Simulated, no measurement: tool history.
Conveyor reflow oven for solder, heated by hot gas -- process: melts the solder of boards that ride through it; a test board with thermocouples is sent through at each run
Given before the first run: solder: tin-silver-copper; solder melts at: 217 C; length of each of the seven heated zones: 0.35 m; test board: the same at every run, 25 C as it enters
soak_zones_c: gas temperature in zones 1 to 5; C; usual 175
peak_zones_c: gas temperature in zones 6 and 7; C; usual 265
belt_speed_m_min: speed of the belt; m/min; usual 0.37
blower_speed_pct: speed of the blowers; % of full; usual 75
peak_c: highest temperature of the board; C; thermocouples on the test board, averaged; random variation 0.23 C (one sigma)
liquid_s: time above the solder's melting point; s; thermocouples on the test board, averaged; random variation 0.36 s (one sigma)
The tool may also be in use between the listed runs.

Run 1, hour 0: usual settings. Result: peak_c 251.7 C, liquid_s 85.7 s.
Run 2, hour 9.6: usual settings. Result: peak_c 251.6 C, liquid_s 86.9 s.
Run 3, hour 16: usual settings but peak_zones_c 264 C. Result: peak_c 251 C, liquid_s 85 s.
Run 4, hour 24.1: usual settings. Result: peak_c 251.5 C, liquid_s 86 s.
Run 5, hour 33.6: usual settings but blower_speed_pct 70 % of full. Result: peak_c 250.6 C, liquid_s 84.6 s.
Run 6, hour 40.7: usual settings but blower_speed_pct 70 % of full. Result: peak_c 251.3 C, liquid_s 85.2 s.
Run 7, hour 47.9: usual settings but blower_speed_pct 68 % of full. Result: peak_c 250.1 C, liquid_s 84.1 s.
Run 8, hour 55.9: usual settings but blower_speed_pct 52 % of full. Result: peak_c 247.2 C, liquid_s 79.1 s.
Run 9, hour 61.8: usual settings but soak_zones_c 172 C, blower_speed_pct 52 % of full. Result: peak_c 246.3 C, liquid_s 76.1 s.
Run 10, hour 70.6: usual settings but soak_zones_c 172 C, blower_speed_pct 52 % of full. Result: peak_c 246.1 C, liquid_s 76.2 s.
Run 11, hour 75.4: usual settings but soak_zones_c 172 C, belt_speed_m_min 0.369 m/min, blower_speed_pct 52 % of full. Result: peak_c 246.8 C, liquid_s 77.1 s.
Run 12, hour 79.8: usual settings but soak_zones_c 172 C, belt_speed_m_min 0.369 m/min, blower_speed_pct 52 % of full. Result: peak_c 247.1 C, liquid_s 77 s.
Run 13, hour 84.6: usual settings. Result: peak_c 251.8 C, liquid_s 85.9 s.
Run 14, hour 90.5: usual settings. Result: peak_c 251.4 C, liquid_s 85.8 s.
At hour 95.2: belt drive overhauled, speed set with a stopwatch.
Run 15, hour 100: usual settings. Result: peak_c 251.7 C, liquid_s 86.3 s.
Run 16, hour 106.7: usual settings but soak_zones_c 174 C, peak_zones_c 279 C, blower_speed_pct 71 % of full. Result: peak_c 263.3 C, liquid_s 96.1 s.
Run 17, hour 115: usual settings but soak_zones_c 174 C, peak_zones_c 279 C, blower_speed_pct 71 % of full. Result: peak_c 263.3 C, liquid_s 95.6 s.
At hour 123.6: belt drive overhauled, speed set with a stopwatch, once more.
Run 18, hour 124.9: usual settings but soak_zones_c 174 C, peak_zones_c 279 C, blower_speed_pct 71 % of full. Result: peak_c 263.1 C, liquid_s 95.1 s.
Run 19, hour 132: usual settings but soak_zones_c 179 C, blower_speed_pct 65 % of full. Result: peak_c 250.6 C, liquid_s 85.8 s.
Run 20, hour 136.3: usual settings but soak_zones_c 172 C. Result: peak_c 251.1 C, liquid_s 82.8 s.
Run 21, hour 141.5: usual settings but peak_zones_c 261 C, belt_speed_m_min 0.332 m/min. Result: peak_c 250.7 C, liquid_s 95.8 s.
Run 22, hour 147.2: usual settings but peak_zones_c 261 C, belt_speed_m_min 0.332 m/min. Result: peak_c 250.4 C, liquid_s 95.5 s.
Run 23, hour 153.5: usual settings but soak_zones_c 170 C, peak_zones_c 266 C, belt_speed_m_min 0.344 m/min. Result: peak_c 253.5 C, liquid_s 92.5 s.
Run 24, hour 159.3: usual settings but soak_zones_c 170 C, peak_zones_c 266 C, belt_speed_m_min 0.344 m/min, blower_speed_pct 61 % of full. Result: peak_c 251.2 C, liquid_s 88.7 s.
Run 25, hour 167.9: usual settings but soak_zones_c 171 C, peak_zones_c 266 C, belt_speed_m_min 0.344 m/min. Result: peak_c 254.3 C, liquid_s 93.2 s.
Run 26, hour 172.6: usual settings but soak_zones_c 171 C, peak_zones_c 266 C, belt_speed_m_min 0.344 m/min. Result: peak_c 253.9 C, liquid_s 92.8 s.
Run 27, hour 181.1: usual settings but soak_zones_c 171 C, peak_zones_c 257 C, belt_speed_m_min 0.413 m/min, blower_speed_pct 71 % of full. Result: peak_c 239.5 C, liquid_s 58.6 s.
Run 28, hour 187.6: usual settings but blower_speed_pct 54 % of full. Result: peak_c 247.4 C, liquid_s 78.6 s.
Run 29, hour 194.6: usual settings but soak_zones_c 182 C, blower_speed_pct 54 % of full. Result: peak_c 249 C, liquid_s 84.4 s.
Run 30, hour 204.2: usual settings but soak_zones_c 182 C, blower_speed_pct 54 % of full. Result: peak_c 248.5 C, liquid_s 84.2 s.

3 ways to go on from here, each from the tool as it stands after run 30. What would each give?
Run A, hour 213.7: usual settings but belt_speed_m_min 0.364 m/min. Result: peak_c ?, liquid_s ?.
Run B, hour 213.7: usual settings but belt_speed_m_min 0.379 m/min. Result: peak_c ?, liquid_s ?.
Run C, hour 213.7: usual settings but soak_zones_c 179 C, belt_speed_m_min 0.311 m/min, blower_speed_pct 54 % of full. Result: peak_c ?, liquid_s ?.

run  peak_c  liquid_s
  A   251.5        87
  B   250.7      82.3
  C   253.4     106.8
With the hidden condition removed and each run's random variation left untouched, the same runs would have given:
run  peak_c  liquid_s
  A   252.3      88.3
  B   251.6      83.7
  C   253.8     107.7
